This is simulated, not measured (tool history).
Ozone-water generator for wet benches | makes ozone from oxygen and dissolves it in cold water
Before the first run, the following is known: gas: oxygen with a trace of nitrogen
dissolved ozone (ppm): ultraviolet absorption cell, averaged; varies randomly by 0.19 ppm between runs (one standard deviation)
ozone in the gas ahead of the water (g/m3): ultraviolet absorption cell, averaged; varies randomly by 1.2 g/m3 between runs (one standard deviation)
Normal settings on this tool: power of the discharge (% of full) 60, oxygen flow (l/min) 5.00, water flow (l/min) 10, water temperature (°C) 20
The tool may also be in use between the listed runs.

| run | day | power of the discharge (% of full) | oxygen flow (l/min) | water flow (l/min) | water temperature (°C) | dissolved ozone (ppm) | ozone in the gas ahead of the water (g/m3) |
|---|---|---|---|---|---|---|---|
| 1 | 0.000 | 60 | 5.00 | 10 | 20 | 22.0 | 194.0 |
| 2 | 3.812 | 60 | 5.00 | 10 | 20 | 22.4 | 194.6 |
| 3 | 7.675 | 60 | 5.00 | 10 | 20 | 21.9 | 193.0 |
| 4 | 11.421 | 60 | 5.00 | 10 | 20 | 21.9 | 192.7 |
| 5 | 14.692 | 60 | 5.00 | 10 | 20 | 21.8 | 190.3 |
| 6 | 18.075 | 60 | 5.00 | 7 | 20 | 28.1 | 191.8 |
| 7 | 25.096 | 60 | 5.00 | 10 | 20 | 21.4 | 190.7 |
| 8 | 28.304 | 60 | 5.00 | 10 | 20 | 21.2 | 191.5 |
| 9 | 34.029 | 60 | 5.00 | 10 | 20 | 21.2 | 188.9 |
| 10 | 38.179 | 60 | 5.00 | 10 | 20 | 21.2 | 187.2 |
|  | 40.988 | contactor cleaned |
| 11 | 42.317 | 63 | 5.00 | 10 | 20 | 23.0 | 195.5 |
| 12 | 49.188 | 63 | 5.00 | 10 | 20 | 23.1 | 194.7 |
| 13 | 55.821 | 60 | 5.00 | 10 | 20 | 22.2 | 186.2 |
| 14 | 60.321 | 60 | 5.00 | 10 | 13 | 25.2 | 184.5 |
| 15 | 67.300 | 65 | 3.68 | 9 | 17 | 26.5 | 213.3 |
| 16 | 73.275 | 65 | 3.68 | 9 | 17 | 25.6 | 211.6 |
| 17 | 78.675 | 65 | 3.68 | 9 | 17 | 25.9 | 211.2 |
| 18 | 83.154 | 65 | 5.09 | 9 | 16 | 27.0 | 192.7 |
| 19 | 89.967 | 65 | 5.09 | 9 | 16 | 26.8 | 192.3 |
| 20 | 97.021 | 65 | 8.87 | 9 | 16 | 26.4 | 159.6 |
| 21 | 101.225 | 62 | 5.00 | 7 | 12 | 33.4 | 182.8 |

Expected results for the next run?
| 22 | 105.533 | 60 | 2.87 | 10 | 20 | ? | ? |

{"run 22": {"dissolved ozone (ppm)": 19.7, "ozone in the gas ahead of the water (g/m3)": 210.9}}
If the tool had no hidden condition, the same run with the same run-to-run variation would have returned dissolved ozone (ppm) 24.8, ozone in the gas ahead of the water (g/m3) 258.9.

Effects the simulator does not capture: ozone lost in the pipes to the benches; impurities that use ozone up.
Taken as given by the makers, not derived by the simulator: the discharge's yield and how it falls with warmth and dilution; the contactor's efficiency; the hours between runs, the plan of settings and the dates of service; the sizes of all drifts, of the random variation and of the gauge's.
